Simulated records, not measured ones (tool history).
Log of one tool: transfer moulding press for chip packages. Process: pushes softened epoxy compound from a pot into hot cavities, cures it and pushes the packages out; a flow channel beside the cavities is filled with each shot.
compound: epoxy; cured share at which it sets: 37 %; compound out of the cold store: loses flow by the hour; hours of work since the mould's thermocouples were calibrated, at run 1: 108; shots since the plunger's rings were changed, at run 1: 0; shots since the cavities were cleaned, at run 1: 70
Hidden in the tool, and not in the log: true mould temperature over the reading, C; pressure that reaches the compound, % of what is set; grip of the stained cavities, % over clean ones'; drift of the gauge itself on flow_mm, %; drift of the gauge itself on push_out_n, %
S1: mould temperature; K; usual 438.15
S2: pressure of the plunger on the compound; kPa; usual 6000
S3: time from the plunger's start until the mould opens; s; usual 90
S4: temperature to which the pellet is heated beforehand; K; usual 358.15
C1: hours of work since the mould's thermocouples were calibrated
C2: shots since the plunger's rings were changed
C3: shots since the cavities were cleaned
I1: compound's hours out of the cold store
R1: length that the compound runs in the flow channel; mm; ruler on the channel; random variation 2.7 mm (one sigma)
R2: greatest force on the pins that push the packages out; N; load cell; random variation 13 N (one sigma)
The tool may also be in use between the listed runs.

| run | day | S1 | S2 | S3 | S4 | C1 | C2 | C3 | I1 | R1 | R2 |
|---|---|---|---|---|---|---|---|---|---|---|---|
| 1 | 0.000 | 438.15 | 6000 | 90 | 358.15 | 108 | 0 | 70 | 11.4 | 602 | 693 |
| 2 | 1.717 | 438.15 | 6000 | 90 | 358.15 | 134 | 466 | 536 | 15.9 | 593 | 947 |
| 3 | 3.579 | 438.15 | 6000 | 90 | 358.15 | 162 | 971 | 1041 | 32.1 | 559 | 1057 |
|  | 3.871 | cavities cleaned with cleaning compound and waxed |
| 4 | 6.600 | 438.15 | 6000 | 90 | 358.15 | 207 | 1775 | 741 | 14.7 | 588 | 1028 |
|  | 8.104 | cavities cleaned with cleaning compound and waxed |
| 5 | 10.029 | 438.15 | 6000 | 90 | 358.15 | 258 | 2689 | 523 | 11.8 | 581 | 926 |
|  | 12.138 | cavities cleaned with cleaning compound and waxed |
| 6 | 14.075 | 438.15 | 6000 | 118 | 358.15 | 318 | 3770 | 525 | 42.6 | 532 | 622 |
|  | 16.271 | cavities cleaned with cleaning compound and waxed |
| 7 | 17.475 | 439.15 | 6000 | 90 | 358.15 | 368 | 4676 | 327 | 23.4 | 553 | 747 |
|  | 20.508 | cavities cleaned with cleaning compound and waxed |
| 8 | 20.517 | 439.15 | 6000 | 90 | 358.15 | 413 | 5484 | 1 | 11.2 | 566 | 555 |
|  | 24.250 | plunger's sealing rings changed |
|  | 24.642 | cavities cleaned with cleaning compound and waxed |
| 9 | 24.642 | 438.15 | 6000 | 90 | 358.15 | 472 | 89 | 0 | 23.0 | 576 | 592 |
| 10 | 27.338 | 438.15 | 6000 | 90 | 358.15 | 513 | 821 | 732 | 26.2 | 570 | 1003 |
|  | 28.912 | cavities cleaned with cleaning compound and waxed |
| 11 | 29.129 | 438.15 | 6000 | 90 | 358.15 | 539 | 1290 | 59 | 23.2 | 571 | 628 |
| 12 | 32.604 | 438.15 | 6000 | 90 | 358.15 | 591 | 2233 | 1002 | 27.0 | 559 | 1032 |
|  | 33.000 | cavities cleaned with cleaning compound and waxed |
| 13 | 35.900 | 438.15 | 6000 | 90 | 358.15 | 640 | 3111 | 787 | 13.3 | 583 | 999 |
|  | 37.042 | cavities cleaned with cleaning compound and waxed |
| 14 | 37.946 | 438.15 | 6000 | 90 | 358.15 | 670 | 3650 | 247 | 29.9 | 549 | 735 |
| 15 | 39.846 | 438.15 | 4710 | 71 | 361.15 | 699 | 4165 | 762 | 40.8 | 468 | 1579 |
|  | 40.192 | mould's thermocouples calibrated |
|  | 41.488 | cavities cleaned with cleaning compound and waxed |
| 16 | 41.904 | 438.15 | 5410 | 82 | 357.15 | 25 | 4685 | 114 | 25.6 | 524 | 924 |
| 17 | 43.583 | 438.15 | 5410 | 82 | 368.15 | 50 | 5140 | 569 | 16.3 | 534 | 1142 |
|  | 45.771 | cavities cleaned with cleaning compound and waxed |
| 18 | 46.962 | 438.15 | 6910 | 90 | 358.15 | 100 | 6041 | 324 | 12.6 | 609 | 846 |
|  | 48.804 | plunger's sealing rings changed |
| 19 | 49.658 | 438.15 | 6910 | 90 | 358.15 | 139 | 232 | 1027 | 40.6 | 594 | 1038 |
|  | 49.900 | cavities cleaned with cleaning compound and waxed |
| 20 | 53.708 | 434.15 | 4780 | 95 | 352.15 | 199 | 1314 | 1034 | 17.3 | 533 | 1260 |
|  | 53.996 | cavities cleaned with cleaning compound and waxed |
| 21 | 57.250 | 434.15 | 4780 | 95 | 352.15 | 252 | 2259 | 883 | 38.8 | 494 | 1174 |
|  | 58.142 | cavities cleaned with cleaning compound and waxed |
| 22 | 60.292 | 440.15 | 4780 | 95 | 352.15 | 297 | 3068 | 584 | 14.7 | 510 | 747 |
|  | 62.300 | cavities cleaned with cleaning compound and waxed |
| 23 | 64.112 | 441.15 | 6000 | 119 | 358.15 | 353 | 4088 | 492 | 40.3 | 526 | 584 |
|  | 66.675 | cavities cleaned with cleaning compound and waxed |
| 24 | 67.317 | 435.15 | 6220 | 84 | 360.15 | 401 | 4941 | 174 | 46.1 | 535 | 1011 |
| 25 | 70.092 | 435.15 | 6220 | 84 | 360.15 | 442 | 5695 | 928 | 44.4 | 536 | 1392 |
|  | 70.788 | cavities cleaned with cleaning compound and waxed |
| 26 | 72.050 | 435.15 | 6220 | 84 | 360.15 | 471 | 6209 | 342 | 25.9 | 561 | 1239 |
|  | 73.333 | plunger's sealing rings changed |
|  | 75.142 | cavities cleaned with cleaning compound and waxed |
| 27 | 75.225 | 435.15 | 6220 | 84 | 360.15 | 516 | 497 | 23 | 19.1 | 596 | 854 |

Hidden state at the last listed run before each entry between runs and at the first one after, where it differs:
Between runs 3 and 4: cavities cleaned with cleaning compound and waxed (day 3.871)
  true mould temperature over the reading, C: 0.19 -> 0.23; pressure that reaches the compound, % of what is set: 98.05 -> 96.73; grip of the stained cavities, % over clean ones': 79.2 -> 69.1
  measured less the result without the state, R1: -6 -> -10 mm; R2: +458 -> +411 N
Between runs 4 and 5: cavities cleaned with cleaning compound and waxed (day 8.104)
  true mould temperature over the reading, C: 0.23 -> 0.29; pressure that reaches the compound, % of what is set: 96.73 -> 95.21; grip of the stained cavities, % over clean ones': 69.1 -> 54.9
  measured less the result without the state, R1: -10 -> -16 mm; R2: +411 -> +317 N
Between runs 5 and 6: cavities cleaned with cleaning compound and waxed (day 12.138)
  true mould temperature over the reading, C: 0.29 -> 0.36; pressure that reaches the compound, % of what is set: 95.21 -> 93.45; grip of the stained cavities, % over clean ones': 54.9 -> 57.7
  measured less the result without the state, R1: -16 -> -19 mm; R2: +317 -> +227 N
Between runs 6 and 7: cavities cleaned with cleaning compound and waxed (day 16.271)
  true mould temperature over the reading, C: 0.36 -> 0.41; pressure that reaches the compound, % of what is set: 93.45 -> 91.91; grip of the stained cavities, % over clean ones': 57.7 -> 39.2
  measured less the result without the state, R1: -19 -> -25 mm; R2: +227 -> +198 N
Between runs 7 and 8: cavities cleaned with cleaning compound and waxed (day 20.508)
  true mould temperature over the reading, C: 0.41 -> 0.46; pressure that reaches the compound, % of what is set: 91.91 -> 90.58; grip of the stained cavities, % over clean ones': 39.2 -> 1.9
  measured less the result without the state, R1: -25 -> -30 mm; R2: +198 -> -7 N
Between runs 8 and 9: plunger's sealing rings changed (day 24.250); cavities cleaned with cleaning compound and waxed (day 24.642)
  true mould temperature over the reading, C: 0.46 -> 0.52; pressure that reaches the compound, % of what is set: 90.58 -> 99.13; grip of the stained cavities, % over clean ones': 1.9 -> 3.7
  measured less the result without the state, R1: -30 -> -4 mm; R2: -7 -> +0 N
Between runs 10 and 11: cavities cleaned with cleaning compound and waxed (day 28.912)
  true mould temperature over the reading, C: 0.57 -> 0.6; pressure that reaches the compound, % of what is set: 98.03 -> 97.31; grip of the stained cavities, % over clean ones': 71.8 -> 11.8
  measured less the result without the state, R1: -7 -> -10 mm; R2: +395 -> +43 N
Between runs 12 and 13: cavities cleaned with cleaning compound and waxed (day 33.000)
  true mould temperature over the reading, C: 0.65 -> 0.71; pressure that reaches the compound, % of what is set: 95.77 -> 94.42; grip of the stained cavities, % over clean ones': 80.9 -> 73.2
  measured less the result without the state, R1: -14 -> -19 mm; R2: +437 -> +389 N
Between runs 13 and 14: cavities cleaned with cleaning compound and waxed (day 37.042)
  true mould temperature over the reading, C: 0.71 -> 0.74; pressure that reaches the compound, % of what is set: 94.42 -> 93.56; grip of the stained cavities, % over clean ones': 73.2 -> 31.8
  measured less the result without the state, R1: -19 -> -20 mm; R2: +389 -> +149 N
Between runs 15 and 16: mould's thermocouples calibrated (day 40.192); cavities cleaned with cleaning compound and waxed (day 41.488)
  true mould temperature over the reading, C: 0.78 -> -0.02; pressure that reaches the compound, % of what is set: 92.75 -> 91.86; grip of the stained cavities, % over clean ones': 69.4 -> 19.1
  measured less the result without the state, R1: -19 -> -22 mm; R2: +594 -> +148 N
Between runs 17 and 18: cavities cleaned with cleaning compound and waxed (day 45.771)
  true mould temperature over the reading, C: 0.01 -> 0.06; pressure that reaches the compound, % of what is set: 91.15 -> 89.73; grip of the stained cavities, % over clean ones': 57.4 -> 38.6
  measured less the result without the state, R1: -25 -> -34 mm; R2: +416 -> +233 N
Between runs 18 and 19: plunger's sealing rings changed (day 48.804)
  true mould temperature over the reading, C: 0.06 -> 0.1; pressure that reaches the compound, % of what is set: 89.73 -> 99.48; grip of the stained cavities, % over clean ones': 38.6 -> 81.5
  measured less the result without the state, R1: -34 -> -2 mm; R2: +233 -> +461 N
Between runs 19 and 20: cavities cleaned with cleaning compound and waxed (day 49.900)
  true mould temperature over the reading, C: 0.1 -> 0.17; pressure that reaches the compound, % of what is set: 99.48 -> 97.66; grip of the stained cavities, % over clean ones': 81.5 -> 78.8
  measured less the result without the state, R1: -2 -> -7 mm; R2: +461 -> +545 N
Between runs 20 and 21: cavities cleaned with cleaning compound and waxed (day 53.996)
  true mould temperature over the reading, C: 0.17 -> 0.23; pressure that reaches the compound, % of what is set: 97.66 -> 96.21; grip of the stained cavities, % over clean ones': 78.8 -> 76
  measured less the result without the state, R1: -7 -> -11 mm; R2: +545 -> +497 N
Between runs 21 and 22: cavities cleaned with cleaning compound and waxed (day 58.142)
  true mould temperature over the reading, C: 0.23 -> 0.27; pressure that reaches the compound, % of what is set: 96.21 -> 94.91; grip of the stained cavities, % over clean ones': 76 -> 60.7
  measured less the result without the state, R1: -11 -> -14 mm; R2: +497 -> +277 N
Between runs 22 and 23: cavities cleaned with cleaning compound and waxed (day 62.300)
  true mould temperature over the reading, C: 0.27 -> 0.34; pressure that reaches the compound, % of what is set: 94.91 -> 93.33; grip of the stained cavities, % over clean ones': 60.7 -> 52.9
  measured less the result without the state, R1: -14 -> -19 mm; R2: +277 -> +200 N
Between runs 23 and 24: cavities cleaned with cleaning compound and waxed (day 66.675)
  true mould temperature over the reading, C: 0.34 -> 0.39; pressure that reaches the compound, % of what is set: 93.33 -> 91.9; grip of the stained cavities, % over clean ones': 52.9 -> 24.8
  measured less the result without the state, R1: -19 -> -24 mm; R2: +200 -> +177 N
Between runs 25 and 26: cavities cleaned with cleaning compound and waxed (day 70.788)
  true mould temperature over the reading, C: 0.44 -> 0.47; pressure that reaches the compound, % of what is set: 90.69 -> 89.91; grip of the stained cavities, % over clean ones': 74.7 -> 43.6
  measured less the result without the state, R1: -28 -> -32 mm; R2: +568 -> +344 N
Between runs 26 and 27: plunger's sealing rings changed (day 73.333); cavities cleaned with cleaning compound and waxed (day 75.142)
  true mould temperature over the reading, C: 0.47 -> 0.52; pressure that reaches the compound, % of what is set: 89.91 -> 98.57; grip of the stained cavities, % over clean ones': 43.6 -> 4.2
  measured less the result without the state, R1: -32 -> -5 mm; R2: +344 -> +1 N

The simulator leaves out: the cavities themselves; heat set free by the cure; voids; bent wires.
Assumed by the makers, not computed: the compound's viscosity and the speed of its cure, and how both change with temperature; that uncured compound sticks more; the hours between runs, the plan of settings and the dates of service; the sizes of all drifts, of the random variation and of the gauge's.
